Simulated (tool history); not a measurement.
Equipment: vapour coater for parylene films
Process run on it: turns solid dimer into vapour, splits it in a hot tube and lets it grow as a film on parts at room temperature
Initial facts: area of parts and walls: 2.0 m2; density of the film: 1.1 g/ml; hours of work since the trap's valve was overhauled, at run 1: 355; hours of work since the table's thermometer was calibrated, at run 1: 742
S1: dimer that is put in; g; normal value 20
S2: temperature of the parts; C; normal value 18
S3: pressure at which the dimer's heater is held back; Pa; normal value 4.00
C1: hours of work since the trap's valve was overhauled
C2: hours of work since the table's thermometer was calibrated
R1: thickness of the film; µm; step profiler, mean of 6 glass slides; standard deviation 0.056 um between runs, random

{"run": 1, "hour": 0.0, "S1": 20, "S2": 18, "S3": 4.0, "C1": 355, "C2": 742, "R1": 5.86}
{"run": 2, "hour": 26.5, "S1": 18, "S2": 18, "S3": 4.0, "C1": 375, "C2": 762, "R1": 5.27}
{"run": 3, "hour": 63.0, "S1": 18, "S2": 18, "S3": 4.0, "C1": 403, "C2": 790, "R1": 5.32}
{"run": 4, "hour": 87.4, "S1": 18, "S2": 18, "S3": 4.0, "C1": 421, "C2": 808, "R1": 5.24}
{"run": 5, "hour": 125.2, "S1": 20, "S2": 14, "S3": 4.0, "C1": 450, "C2": 836, "R1": 6.43}
{"run": 6, "hour": 174.2, "S1": 20, "S2": 14, "S3": 4.0, "C1": 487, "C2": 874, "R1": 6.43}
{"run": 7, "hour": 215.8, "S1": 20, "S2": 18, "S3": 4.0, "C1": 518, "C2": 905, "R1": 5.56}
{"hour": 251.7, "done": "trap's valve overhauled"}
{"run": 8, "hour": 269.0, "S1": 20, "S2": 12, "S3": 4.0, "C1": 13, "C2": 942, "R1": 7.76}
{"run": 9, "hour": 308.1, "S1": 23, "S2": 18, "S3": 4.0, "C1": 43, "C2": 972, "R1": 7.49}
{"run": 10, "hour": 342.7, "S1": 23, "S2": 18, "S3": 4.0, "C1": 69, "C2": 998, "R1": 7.56}
{"run": 11, "hour": 382.9, "S1": 21, "S2": 18, "S3": 4.0, "C1": 99, "C2": 1028, "R1": 6.74}
{"run": 12, "hour": 429.1, "S1": 20, "S2": 15, "S3": 4.0, "C1": 134, "C2": 1063, "R1": 6.96}
{"run": 13, "hour": 455.2, "S1": 9, "S2": 18, "S3": 4.0, "C1": 154, "C2": 1083, "R1": 2.87}
{"run": 14, "hour": 494.5, "S1": 28, "S2": 18, "S3": 4.0, "C1": 183, "C2": 1112, "R1": 8.88}
{"run": 15, "hour": 537.1, "S1": 28, "S2": 18, "S3": 4.0, "C1": 216, "C2": 1145, "R1": 8.84}
{"run": 16, "hour": 565.7, "S1": 20, "S2": 13, "S3": 4.0, "C1": 237, "C2": 1166, "R1": 7.26}
{"run": 17, "hour": 609.3, "S1": 20, "S2": 13, "S3": 4.0, "C1": 270, "C2": 1199, "R1": 7.19}
{"run": 18, "hour": 639.8, "S1": 20, "S2": 13, "S3": 4.0, "C1": 293, "C2": 1222, "R1": 7.1}
{"run": 19, "hour": 689.0, "S1": 20, "S2": 18, "S3": 11.8, "C1": 330, "C2": 1259, "R1": 4.66}
{"run": 20, "hour": 713.8, "S1": 20, "S2": 18, "S3": 11.8, "C1": 349, "C2": 1278, "R1": 4.61}
{"run": 21, "hour": 737.1, "S1": 20, "S2": 18, "S3": 11.8, "C1": 366, "C2": 1295, "R1": 4.59}
{"run": 22, "hour": 768.1, "S1": 31, "S2": 18, "S3": 4.0, "C1": 390, "C2": 1319, "R1": 9.22}
{"run": 23, "hour": 809.7, "S1": 20, "S2": 18, "S3": 4.0, "C1": 421, "C2": 1350, "R1": 5.92}
{"run": 24, "hour": 851.3, "S1": 20, "S2": 18, "S3": 4.0, "C1": 453, "C2": 1382, "R1": 5.95}
{"run": 25, "hour": 895.4, "S1": 20, "S2": 18, "S3": 4.0, "C1": 486, "C2": 1415, "R1": 5.75}
{"run": 26, "hour": 925.5, "S1": 35, "S2": 22, "S3": 2.43, "C1": 509, "C2": 1438, "R1": 10.1}
{"run": 27, "hour": 961.5, "S1": 25, "S2": 18, "S3": 8.49, "C1": 536, "C2": 1465, "R1": 5.88}
{"hour": 971.7, "done": "trap's valve overhauled"}
{"run": 28, "hour": 1003.4, "S1": 25, "S2": 18, "S3": 8.49, "C1": 24, "C2": 1494, "R1": 6.89}
{"run": 29, "hour": 1025.8, "S1": 17, "S2": 14, "S3": 10.35, "C1": 41, "C2": 1510, "R1": 4.92}
{"run": 30, "hour": 1061.1, "S1": 17, "S2": 14, "S3": 10.35, "C1": 68, "C2": 1537, "R1": 4.96}
{"run": 31, "hour": 1108.1, "S1": 36, "S2": 13, "S3": 2.04, "C1": 103, "C2": 1573, "R1": 15.45}
{"run": 32, "hour": 1141.8, "S1": 19, "S2": 23, "S3": 2.99, "C1": 128, "C2": 1598, "R1": 5.62}
{"run": 33, "hour": 1189.7, "S1": 19, "S2": 23, "S3": 2.99, "C1": 165, "C2": 1634, "R1": 5.63}
{"run": 34, "hour": 1230.8, "S1": 32, "S2": 10, "S3": 2.99, "C1": 196, "C2": 1665, "R1": 13.43}
{"run": 35, "hour": 1270.0, "S1": 32, "S2": 10, "S3": 2.99, "C1": 225, "C2": 1695, "R1": 13.61}
{"run": 36, "hour": 1310.6, "S1": 10, "S2": 11, "S3": 2.52, "C1": 256, "C2": 1725, "R1": 4.12}
{"run": 37, "hour": 1355.6, "S1": 33, "S2": 14, "S3": 2.53, "C1": 290, "C2": 1759, "R1": 13.0}
{"run": 38, "hour": 1400.4, "S1": 33, "S2": 14, "S3": 2.53, "C1": 324, "C2": 1793, "R1": 12.76}
{"run": 39, "hour": 1422.0, "S1": 33, "S2": 11, "S3": 3.86, "C1": 340, "C2": 1810, "R1": 12.43}
{"run": 40, "hour": 1467.3, "S1": 33, "S2": 11, "S3": 8.27, "C1": 374, "C2": 1844, "R1": 10.29}
{"run": 41, "hour": 1511.8, "S1": 19, "S2": 18, "S3": 10.86, "C1": 408, "C2": 1877, "R1": 4.39}
{"run": 42, "hour": 1534.1, "S1": 10, "S2": 18, "S3": 10.86, "C1": 425, "C2": 1894, "R1": 2.3}
{"run": 43, "hour": 1566.5, "S1": 15, "S2": 20, "S3": 2.18, "C1": 449, "C2": 1919, "R1": 4.81}
{"run": 44, "hour": 1607.6, "S1": 15, "S2": 20, "S3": 2.18, "C1": 480, "C2": 1950, "R1": 4.8}
{"run": 45, "hour": 1633.2, "S1": 25, "S2": 22, "S3": 4.0, "C1": 499, "C2": 1969, "R1": 6.31}
{"run": 46, "hour": 1678.4, "S1": 30, "S2": 22, "S3": 4.0, "C1": 534, "C2": 2003, "R1": 7.56}

Consider 5 possible next runs. They are alternatives, not a sequence: every one starts from the tool as it was left by run 46. What does each give?
{"hour": 1691.2, "done": "trap's valve overhauled"}
{"run": "A", "hour": 1703.4, "S1": 20, "S2": 18, "S3": 2.33, "C1": 9, "C2": 2019, "R1": "?"}
{"hour": 1691.2, "done": "trap's valve overhauled"}
{"run": "B", "hour": 1703.4, "S1": 20, "S2": 30, "S3": 4.0, "C1": 9, "C2": 2019, "R1": "?"}
{"hour": 1691.2, "done": "trap's valve overhauled"}
{"run": "C", "hour": 1703.4, "S1": 30, "S2": 21, "S3": 2.31, "C1": 9, "C2": 2019, "R1": "?"}
{"hour": 1691.2, "done": "trap's valve overhauled"}
{"run": "D", "hour": 1703.4, "S1": 30, "S2": 22, "S3": 11.71, "C1": 9, "C2": 2019, "R1": "?"}
{"hour": 1691.2, "done": "trap's valve overhauled"}
{"run": "E", "hour": 1703.4, "S1": 32, "S2": 24, "S3": 4.74, "C1": 9, "C2": 2019, "R1": "?"}

run=A R1=7.59
run=B R1=4.72
run=C R1=10.51
run=D R1=6.69
run=E R1=8.47
Had the tool no hidden state, the same runs would have come out as:
run=A R1=7.36
run=B R1=4.58
run=C R1=10.21
run=D R1=6.50
run=E R1=8.22
